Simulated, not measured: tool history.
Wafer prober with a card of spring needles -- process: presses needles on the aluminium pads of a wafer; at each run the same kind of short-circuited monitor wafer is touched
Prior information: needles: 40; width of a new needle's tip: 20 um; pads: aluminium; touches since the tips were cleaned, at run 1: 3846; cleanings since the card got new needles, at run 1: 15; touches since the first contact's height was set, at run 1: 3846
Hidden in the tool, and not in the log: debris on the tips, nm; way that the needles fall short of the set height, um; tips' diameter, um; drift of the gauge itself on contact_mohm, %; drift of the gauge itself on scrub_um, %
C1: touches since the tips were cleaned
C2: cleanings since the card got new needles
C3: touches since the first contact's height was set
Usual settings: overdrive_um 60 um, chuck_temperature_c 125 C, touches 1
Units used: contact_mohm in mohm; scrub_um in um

{"run": 1, "hour": 0.0, "overdrive_um": 60, "chuck_temperature_c": 125, "touches": 1, "C1": 3846, "C2": 15, "C3": 3846, "contact_mohm": 143, "scrub_um": 13.39}
{"hour": 17.3, "done": "tips cleaned on abrasive film"}
{"run": 2, "hour": 26.2, "overdrive_um": 60, "chuck_temperature_c": 125, "touches": 1, "C1": 1818, "C2": 16, "C3": 9189, "contact_mohm": 144, "scrub_um": 13.39}
{"run": 3, "hour": 41.0, "overdrive_um": 60, "chuck_temperature_c": 125, "touches": 1, "C1": 4838, "C2": 16, "C3": 12209, "contact_mohm": 142, "scrub_um": 13.38}
{"hour": 53.3, "done": "tips cleaned on abrasive film"}
{"run": 4, "hour": 66.4, "overdrive_um": 60, "chuck_temperature_c": 125, "touches": 1, "C1": 2690, "C2": 17, "C3": 17389, "contact_mohm": 142, "scrub_um": 13.38}
{"hour": 91.9, "done": "tips cleaned on abrasive film"}
{"run": 5, "hour": 96.1, "overdrive_um": 60, "chuck_temperature_c": 125, "touches": 1, "C1": 855, "C2": 18, "C3": 23432, "contact_mohm": 142, "scrub_um": 13.37}
{"run": 6, "hour": 117.5, "overdrive_um": 60, "chuck_temperature_c": 125, "touches": 1, "C1": 5233, "C2": 18, "C3": 27810, "contact_mohm": 144, "scrub_um": 13.39}
{"hour": 129.2, "done": "tips cleaned on abrasive film"}
{"run": 7, "hour": 145.0, "overdrive_um": 60, "chuck_temperature_c": 125, "touches": 1, "C1": 3213, "C2": 19, "C3": 33405, "contact_mohm": 140, "scrub_um": 13.36}
{"hour": 165.4, "done": "tips cleaned on abrasive film"}
{"run": 8, "hour": 178.8, "overdrive_um": 60, "chuck_temperature_c": 125, "touches": 1, "C1": 2741, "C2": 20, "C3": 40304, "contact_mohm": 143, "scrub_um": 13.36}
{"hour": 202.9, "done": "tips cleaned on abrasive film"}
{"run": 9, "hour": 213.7, "overdrive_um": 60, "chuck_temperature_c": 125, "touches": 1, "C1": 2217, "C2": 21, "C3": 47423, "contact_mohm": 141, "scrub_um": 13.37}
{"hour": 239.7, "done": "tips cleaned on abrasive film"}
{"run": 10, "hour": 245.5, "overdrive_um": 60, "chuck_temperature_c": 125, "touches": 3, "C1": 1185, "C2": 22, "C3": 53894, "contact_mohm": 141, "scrub_um": 13.38}
{"run": 11, "hour": 274.3, "overdrive_um": 60, "chuck_temperature_c": 125, "touches": 3, "C1": 7086, "C2": 22, "C3": 59795, "contact_mohm": 143, "scrub_um": 13.38}
{"hour": 277.7, "done": "tips cleaned on abrasive film"}
{"hour": 289.2, "done": "height of the first contact set anew"}
{"run": 12, "hour": 309.1, "overdrive_um": 60, "chuck_temperature_c": 125, "touches": 1, "C1": 6371, "C2": 23, "C3": 4079, "contact_mohm": 144, "scrub_um": 13.39}
{"hour": 316.8, "done": "tips cleaned on abrasive film"}
{"run": 13, "hour": 327.8, "overdrive_um": 60, "chuck_temperature_c": 125, "touches": 1, "C1": 2267, "C2": 24, "C3": 7887, "contact_mohm": 142, "scrub_um": 13.36}
{"hour": 352.8, "done": "tips cleaned on abrasive film"}
{"run": 14, "hour": 352.8, "overdrive_um": 50, "chuck_temperature_c": 125, "touches": 1, "C1": 0, "C2": 25, "C3": 12970, "contact_mohm": 147, "scrub_um": 11.16}
{"run": 15, "hour": 372.7, "overdrive_um": 50, "chuck_temperature_c": 125, "touches": 1, "C1": 4060, "C2": 25, "C3": 17030, "contact_mohm": 148, "scrub_um": 11.14}
{"hour": 389.0, "done": "tips cleaned on abrasive film"}
{"run": 16, "hour": 389.5, "overdrive_um": 46, "chuck_temperature_c": 125, "touches": 1, "C1": 107, "C2": 26, "C3": 20462, "contact_mohm": 154, "scrub_um": 10.25}
{"run": 17, "hour": 407.2, "overdrive_um": 46, "chuck_temperature_c": 125, "touches": 1, "C1": 3726, "C2": 26, "C3": 24081, "contact_mohm": 152, "scrub_um": 10.25}
{"hour": 425.9, "done": "tips cleaned on abrasive film"}
{"run": 18, "hour": 442.4, "overdrive_um": 58, "chuck_temperature_c": 116, "touches": 2, "C1": 3366, "C2": 27, "C3": 31244, "contact_mohm": 145, "scrub_um": 12.94}
{"run": 19, "hour": 457.6, "overdrive_um": 57, "chuck_temperature_c": 125, "touches": 1, "C1": 6485, "C2": 27, "C3": 34363, "contact_mohm": 144, "scrub_um": 12.7}
{"hour": 462.4, "done": "tips cleaned on abrasive film"}
{"run": 20, "hour": 490.8, "overdrive_um": 60, "chuck_temperature_c": 113, "touches": 2, "C1": 5809, "C2": 28, "C3": 41125, "contact_mohm": 140, "scrub_um": 13.36}
{"hour": 498.5, "done": "tips cleaned on abrasive film"}
{"run": 21, "hour": 519.4, "overdrive_um": 68, "chuck_temperature_c": 125, "touches": 2, "C1": 4284, "C2": 29, "C3": 46957, "contact_mohm": 138, "scrub_um": 15.14}
{"hour": 534.7, "done": "tips cleaned on abrasive film"}
{"run": 22, "hour": 553.9, "overdrive_um": 68, "chuck_temperature_c": 36, "touches": 2, "C1": 3940, "C2": 30, "C3": 53994, "contact_mohm": 124, "scrub_um": 15.17}
{"hour": 571.4, "done": "tips cleaned on abrasive film"}
{"run": 23, "hour": 580.9, "overdrive_um": 66, "chuck_temperature_c": 35, "touches": 3, "C1": 1956, "C2": 31, "C3": 59490, "contact_mohm": 122, "scrub_um": 14.71}
{"hour": 596.7, "done": "height of the first contact set anew"}
{"hour": 607.7, "done": "tips cleaned on abrasive film"}
{"run": 24, "hour": 607.7, "overdrive_um": 75, "chuck_temperature_c": 125, "touches": 2, "C1": 0, "C2": 32, "C3": 2237, "contact_mohm": 138, "scrub_um": 16.73}
{"run": 25, "hour": 637.9, "overdrive_um": 75, "chuck_temperature_c": 59, "touches": 1, "C1": 6177, "C2": 32, "C3": 8414, "contact_mohm": 125, "scrub_um": 16.72}
{"hour": 645.2, "done": "tips cleaned on abrasive film"}
{"run": 26, "hour": 669.9, "overdrive_um": 75, "chuck_temperature_c": 59, "touches": 1, "C1": 5070, "C2": 33, "C3": 14941, "contact_mohm": 126, "scrub_um": 16.72}
{"hour": 682.5, "done": "tips cleaned on abrasive film"}
{"run": 27, "hour": 702.6, "overdrive_um": 69, "chuck_temperature_c": 100, "touches": 2, "C1": 4115, "C2": 34, "C3": 21595, "contact_mohm": 134, "scrub_um": 15.35}
{"hour": 718.5, "done": "tips cleaned on abrasive film"}
{"run": 28, "hour": 720.0, "overdrive_um": 47, "chuck_temperature_c": 100, "touches": 2, "C1": 305, "C2": 35, "C3": 25132, "contact_mohm": 146, "scrub_um": 10.49}
{"run": 29, "hour": 741.3, "overdrive_um": 60, "chuck_temperature_c": 83, "touches": 2, "C1": 4661, "C2": 35, "C3": 29488, "contact_mohm": 136, "scrub_um": 13.35}
{"hour": 756.4, "done": "tips cleaned on abrasive film"}
{"run": 30, "hour": 760.4, "overdrive_um": 60, "chuck_temperature_c": 59, "touches": 2, "C1": 827, "C2": 36, "C3": 33384, "contact_mohm": 129, "scrub_um": 13.38}
{"run": 31, "hour": 778.9, "overdrive_um": 65, "chuck_temperature_c": 97, "touches": 2, "C1": 4601, "C2": 36, "C3": 37158, "contact_mohm": 137, "scrub_um": 14.51}
{"hour": 793.8, "done": "tips cleaned on abrasive film"}
{"run": 32, "hour": 811.3, "overdrive_um": 65, "chuck_temperature_c": 97, "touches": 3, "C1": 3584, "C2": 37, "C3": 43770, "contact_mohm": 136, "scrub_um": 14.49}
{"hour": 831.0, "done": "tips cleaned on abrasive film"}
{"run": 33, "hour": 831.5, "overdrive_um": 68, "chuck_temperature_c": 97, "touches": 3, "C1": 102, "C2": 38, "C3": 47881, "contact_mohm": 133, "scrub_um": 15.16}

For each entry between runs, how does the tool's hidden state at the last listed run before it compare with that at the first listed run after it?
From run 1 to run 2: tips cleaned on abrasive film (hour 17.3)
  debris on the tips, nm: 0.3 -> 0.2
From run 3 to run 4: tips cleaned on abrasive film (hour 53.3)
  debris on the tips, nm: 0.3 -> 0.2
From run 4 to run 5: tips cleaned on abrasive film (hour 91.9)
  debris on the tips, nm: 0.2 -> 0.1
From run 6 to run 7: tips cleaned on abrasive film (hour 129.2)
  debris on the tips, nm: 0.4 -> 0.3
From run 7 to run 8: tips cleaned on abrasive film (hour 165.4)
  debris on the tips, nm: 0.3 -> 0.2
From run 8 to run 9: tips cleaned on abrasive film (hour 202.9)
  nothing in the hidden state changes from one run to the other
From run 9 to run 10: tips cleaned on abrasive film (hour 239.7)
  debris on the tips, nm: 0.2 -> 0.1
From run 11 to run 12: tips cleaned on abrasive film (hour 277.7); height of the first contact set anew (hour 289.2)
  nothing in the hidden state changes from one run to the other
From run 12 to run 13: tips cleaned on abrasive film (hour 316.8)
  debris on the tips, nm: 0.4 -> 0.2
From run 13 to run 14: tips cleaned on abrasive film (hour 352.8)
  debris on the tips, nm: 0.2 -> 0
From run 15 to run 16: tips cleaned on abrasive film (hour 389.0)
  debris on the tips, nm: 0.3 -> 0
From run 17 to run 18: tips cleaned on abrasive film (hour 425.9)
  nothing in the hidden state changes from one run to the other
From run 19 to run 20: tips cleaned on abrasive film (hour 462.4)
  nothing in the hidden state changes from one run to the other
From run 20 to run 21: tips cleaned on abrasive film (hour 498.5)
  debris on the tips, nm: 0.4 -> 0.3
From run 21 to run 22: tips cleaned on abrasive film (hour 534.7)
  nothing in the hidden state changes from one run to the other
From run 22 to run 23: tips cleaned on abrasive film (hour 571.4)
  debris on the tips, nm: 0.3 -> 0.2
From run 23 to run 24: height of the first contact set anew (hour 596.7); tips cleaned on abrasive film (hour 607.7)
  debris on the tips, nm: 0.2 -> 0.1
From run 25 to run 26: tips cleaned on abrasive film (hour 645.2)
  nothing in the hidden state changes from one run to the other
From run 26 to run 27: tips cleaned on abrasive film (hour 682.5)
  debris on the tips, nm: 0.4 -> 0.3
From run 27 to run 28: tips cleaned on abrasive film (hour 718.5)
  debris on the tips, nm: 0.3 -> 0.1
From run 29 to run 30: tips cleaned on abrasive film (hour 756.4)
  debris on the tips, nm: 0.3 -> 0.1
From run 31 to run 32: tips cleaned on abrasive film (hour 793.8)
  nothing in the hidden state changes from one run to the other
From run 32 to run 33: tips cleaned on abrasive film (hour 831.0)
  debris on the tips, nm: 0.3 -> 0.1
